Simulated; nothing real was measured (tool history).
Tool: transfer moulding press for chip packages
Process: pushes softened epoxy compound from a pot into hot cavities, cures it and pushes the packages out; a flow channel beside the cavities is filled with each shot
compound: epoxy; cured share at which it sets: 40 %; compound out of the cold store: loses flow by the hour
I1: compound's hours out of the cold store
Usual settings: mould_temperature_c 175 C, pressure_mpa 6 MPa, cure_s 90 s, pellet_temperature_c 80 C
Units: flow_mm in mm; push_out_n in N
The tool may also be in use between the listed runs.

run 1 hour=0 | mould_temperature_c=175 pressure_mpa=6 cure_s=90 pellet_temperature_c=80 | I1=40.2 | flow_mm=589 push_out_n=1169
-- hour=11.3 cavities cleaned with cleaning compound and waxed
run 2 hour=21.5 | mould_temperature_c=178 pressure_mpa=6 cure_s=90 pellet_temperature_c=80 | I1=40.5 | flow_mm=577 push_out_n=589
-- hour=34.6 plunger's sealing rings changed
run 3 hour=70 | mould_temperature_c=175 pressure_mpa=6 cure_s=90 pellet_temperature_c=80 | I1=30.5 | flow_mm=642 push_out_n=1020
-- hour=110.5 cavities cleaned with cleaning compound and waxed
run 4 hour=111.7 | mould_temperature_c=175 pressure_mpa=6 cure_s=90 pellet_temperature_c=80 | I1=36.1 | flow_mm=623 push_out_n=543
run 5 hour=131 | mould_temperature_c=175 pressure_mpa=6 cure_s=90 pellet_temperature_c=80 | I1=46.3 | flow_mm=595 push_out_n=768
run 6 hour=158.2 | mould_temperature_c=175 pressure_mpa=6 cure_s=90 pellet_temperature_c=80 | I1=16.2 | flow_mm=669 push_out_n=1039
run 7 hour=201.6 | mould_temperature_c=175 pressure_mpa=6 cure_s=90 pellet_temperature_c=80 | I1=24.8 | flow_mm=650 push_out_n=1152
-- hour=207.4 cavities cleaned with cleaning compound and waxed
run 8 hour=244.6 | mould_temperature_c=175 pressure_mpa=6 cure_s=90 pellet_temperature_c=80 | I1=34.6 | flow_mm=615 push_out_n=943
run 9 hour=264.4 | mould_temperature_c=175 pressure_mpa=6 cure_s=89 pellet_temperature_c=80 | I1=16.9 | flow_mm=661 push_out_n=1101
run 10 hour=300.1 | mould_temperature_c=175 pressure_mpa=6 cure_s=89 pellet_temperature_c=80 | I1=22.4 | flow_mm=642 push_out_n=1175
-- hour=304.8 cavities cleaned with cleaning compound and waxed
run 11 hour=346.8 | mould_temperature_c=175 pressure_mpa=6 cure_s=89 pellet_temperature_c=80 | I1=36 | flow_mm=605 push_out_n=937
run 12 hour=389.2 | mould_temperature_c=175 pressure_mpa=6 cure_s=89 pellet_temperature_c=80 | I1=24.6 | flow_mm=628 push_out_n=1178
-- hour=403.1 cavities cleaned with cleaning compound and waxed
run 13 hour=425.8 | mould_temperature_c=172 pressure_mpa=6 cure_s=89 pellet_temperature_c=80 | I1=25.3 | flow_mm=642 push_out_n=993
-- hour=433 mould's thermocouples calibrated
-- hour=445.1 plunger's sealing rings changed
run 14 hour=458.5 | mould_temperature_c=172 pressure_mpa=6 cure_s=89 pellet_temperature_c=80 | I1=43.8 | flow_mm=622 push_out_n=1269
run 15 hour=486.1 | mould_temperature_c=177 pressure_mpa=6 cure_s=73 pellet_temperature_c=79 | I1=20.2 | flow_mm=665 push_out_n=1798
-- hour=505.4 cavities cleaned with cleaning compound and waxed
run 16 hour=516.8 | mould_temperature_c=170 pressure_mpa=6 cure_s=90 pellet_temperature_c=82 | I1=33.7 | flow_mm=653 push_out_n=1062
run 17 hour=561.8 | mould_temperature_c=170 pressure_mpa=6 cure_s=90 pellet_temperature_c=82 | I1=46.5 | flow_mm=611 push_out_n=1407
run 18 hour=598.3 | mould_temperature_c=170 pressure_mpa=6 cure_s=90 pellet_temperature_c=82 | I1=11.8 | flow_mm=699 push_out_n=1819
-- hour=603.9 cavities cleaned with cleaning compound and waxed
run 19 hour=645.7 | mould_temperature_c=175 pressure_mpa=6 cure_s=72 pellet_temperature_c=77 | I1=18.3 | flow_mm=660 push_out_n=1797
run 20 hour=665.6 | mould_temperature_c=171 pressure_mpa=6.56 cure_s=71 pellet_temperature_c=73 | I1=27.9 | flow_mm=683 push_out_n=2514
-- hour=700.2 cavities cleaned with cleaning compound and waxed
run 21 hour=711.2 | mould_temperature_c=178 pressure_mpa=6.07 cure_s=90 pellet_temperature_c=80 | I1=38.1 | flow_mm=601 push_out_n=594
run 22 hour=754.4 | mould_temperature_c=178 pressure_mpa=6.07 cure_s=90 pellet_temperature_c=80 | I1=25.9 | flow_mm=630 push_out_n=923

The next listed run, before its measurement:
run 23 hour=789.7 | mould_temperature_c=178 pressure_mpa=6.07 cure_s=90 pellet_temperature_c=80 | I1=30.7 | flow_mm=? push_out_n=?

{"run 23": {"flow_mm": 609, "push_out_n": 1025}}
Without the tool's hidden state the same run would have given flow_mm 635 mm, push_out_n 483 N.
